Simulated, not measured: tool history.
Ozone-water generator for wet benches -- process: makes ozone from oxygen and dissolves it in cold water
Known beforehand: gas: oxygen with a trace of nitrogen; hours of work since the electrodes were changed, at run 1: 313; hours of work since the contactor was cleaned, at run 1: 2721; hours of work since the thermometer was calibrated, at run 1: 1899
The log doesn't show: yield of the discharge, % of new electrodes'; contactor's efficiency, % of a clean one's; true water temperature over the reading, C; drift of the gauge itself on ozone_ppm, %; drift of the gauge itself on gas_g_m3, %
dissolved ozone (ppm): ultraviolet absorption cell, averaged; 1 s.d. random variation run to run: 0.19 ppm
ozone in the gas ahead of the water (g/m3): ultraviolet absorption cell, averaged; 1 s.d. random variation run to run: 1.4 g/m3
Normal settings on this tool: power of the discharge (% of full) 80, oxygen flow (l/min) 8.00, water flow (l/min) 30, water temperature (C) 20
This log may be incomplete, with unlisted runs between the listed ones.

| run | hour | power of the discharge (% of full) | oxygen flow (l/min) | water flow (l/min) | water temperature (C) | hours of work since the electrodes were changed | hours of work since the contactor was cleaned | hours of work since the thermometer was calibrated | dissolved ozone (ppm) | ozone in the gas ahead of the water (g/m3) |
|---|---|---|---|---|---|---|---|---|---|---|
| 1 | 0.0 | 80 | 8.00 | 30 | 20 | 313 | 2721 | 1899 | 26.4 | 259.4 |
| 2 | 37.7 | 80 | 8.00 | 30 | 20 | 340 | 2747 | 1925 | 26.3 | 258.7 |
| 3 | 82.2 | 80 | 8.00 | 30 | 20 | 371 | 2779 | 1957 | 26.4 | 258.4 |
| 4 | 135.6 | 80 | 8.00 | 30 | 20 | 409 | 2816 | 1994 | 26.5 | 259.3 |
| 5 | 197.6 | 80 | 8.00 | 30 | 20 | 452 | 2860 | 2038 | 26.3 | 257.4 |
| 6 | 223.2 | 80 | 8.00 | 30 | 20 | 470 | 2878 | 2056 | 26.5 | 257.7 |
| 7 | 248.4 | 80 | 8.00 | 28 | 20 | 488 | 2895 | 2073 | 27.7 | 255.7 |
| 8 | 283.4 | 80 | 8.00 | 30 | 20 | 513 | 2920 | 2098 | 26.2 | 256.6 |
| 9 | 310.9 | 80 | 8.00 | 30 | 20 | 532 | 2939 | 2117 | 26.4 | 257.3 |
| 10 | 350.4 | 80 | 8.00 | 30 | 20 | 560 | 2967 | 2145 | 26.7 | 253.9 |
| 11 | 406.9 | 80 | 8.00 | 30 | 20 | 599 | 3007 | 2185 | 26.1 | 254.6 |
| 12 | 434.0 | 80 | 8.00 | 30 | 20 | 618 | 3026 | 2204 | 25.9 | 253.3 |
| 13 | 469.6 | 88 | 8.00 | 30 | 20 | 643 | 3051 | 2229 | 28.7 | 275.0 |
| 14 | 511.1 | 88 | 8.00 | 30 | 20 | 673 | 3080 | 2258 | 28.7 | 273.8 |
| 15 | 569.0 | 80 | 8.00 | 30 | 20 | 713 | 3121 | 2299 | 26.4 | 252.0 |
| 16 | 610.7 | 80 | 8.00 | 30 | 22 | 743 | 3150 | 2328 | 25.4 | 253.5 |
| 17 | 650.5 | 55 | 8.00 | 30 | 24 | 771 | 3178 | 2356 | 17.6 | 179.6 |
| 18 | 683.1 | 55 | 8.00 | 30 | 24 | 793 | 3201 | 2379 | 17.6 | 181.0 |
|  | 710.5 | gauge calibrated |
| 19 | 735.4 | 55 | 8.00 | 30 | 24 | 830 | 3238 | 2416 | 17.7 | 184.1 |
| 20 | 769.8 | 55 | 8.00 | 30 | 24 | 854 | 3262 | 2440 | 17.7 | 183.8 |
| 21 | 829.3 | 95 | 8.60 | 30 | 13 | 896 | 3304 | 2482 | 34.8 | 295.6 |
| 22 | 869.1 | 95 | 8.60 | 30 | 13 | 924 | 3332 | 2509 | 35.1 | 294.0 |
| 23 | 911.5 | 80 | 10.46 | 30 | 20 | 954 | 3361 | 2539 | 27.5 | 236.8 |
| 24 | 950.2 | 80 | 7.11 | 39 | 20 | 981 | 3389 | 2566 | 20.5 | 266.6 |
| 25 | 1008.4 | 80 | 8.00 | 35 | 20 | 1022 | 3429 | 2607 | 23.2 | 255.5 |
| 26 | 1051.5 | 80 | 8.00 | 35 | 20 | 1052 | 3460 | 2638 | 22.9 | 254.3 |
| 27 | 1084.3 | 80 | 8.00 | 35 | 20 | 1075 | 3483 | 2661 | 23.2 | 255.4 |
| 28 | 1131.3 | 67 | 8.00 | 27 | 20 | 1108 | 3516 | 2694 | 24.3 | 214.8 |
| 29 | 1178.0 | 67 | 5.03 | 21 | 18 | 1141 | 3549 | 2727 | 28.3 | 255.7 |
| 30 | 1230.3 | 67 | 5.18 | 21 | 13 | 1178 | 3585 | 2763 | 30.6 | 255.3 |
|  | 1260.5 | gauge calibrated |
| 31 | 1291.8 | 80 | 14.20 | 33 | 20 | 1221 | 3629 | 2807 | 26.1 | 209.3 |
| 32 | 1340.0 | 77 | 8.00 | 39 | 14 | 1255 | 3662 | 2840 | 21.9 | 249.1 |

Some steps in ozone in the gas ahead of the water (g/m3) between neighbouring runs. How much of each would the tool show without its hidden state too (settings, what came in, random variation), and how much is left for the hidden state, with any gauge scatter that isn't in both results?
Run 16 -> 17: power of the discharge (% of full) 80 -> 55, water temperature (C) 22 -> 24. ozone in the gas ahead of the water (g/m3) -73.9: hidden state +1.6, all else -75.5.
Run 18 -> 19: gauge calibrated. ozone in the gas ahead of the water (g/m3) +3.1: hidden state +4.8, all else -1.7.
Run 20 -> 21: power of the discharge (% of full) 55 -> 95, oxygen flow (l/min) 8.00 -> 8.60, water temperature (C) 24 -> 13. ozone in the gas ahead of the water (g/m3) +111.8: hidden state -1.0, all else +112.8.
Run 22 -> 23: power of the discharge (% of full) 95 -> 80, oxygen flow (l/min) 8.60 -> 10.46, water temperature (C) 13 -> 20. ozone in the gas ahead of the water (g/m3) -57.2: hidden state -0.1, all else -57.1.
Run 30 -> 31: power of the discharge (% of full) 67 -> 80, oxygen flow (l/min) 5.18 -> 14.20, water flow (l/min) 21 -> 33, water temperature (C) 13 -> 20, gauge calibrated. ozone in the gas ahead of the water (g/m3) -46.0: hidden state +4.9, all else -50.9.
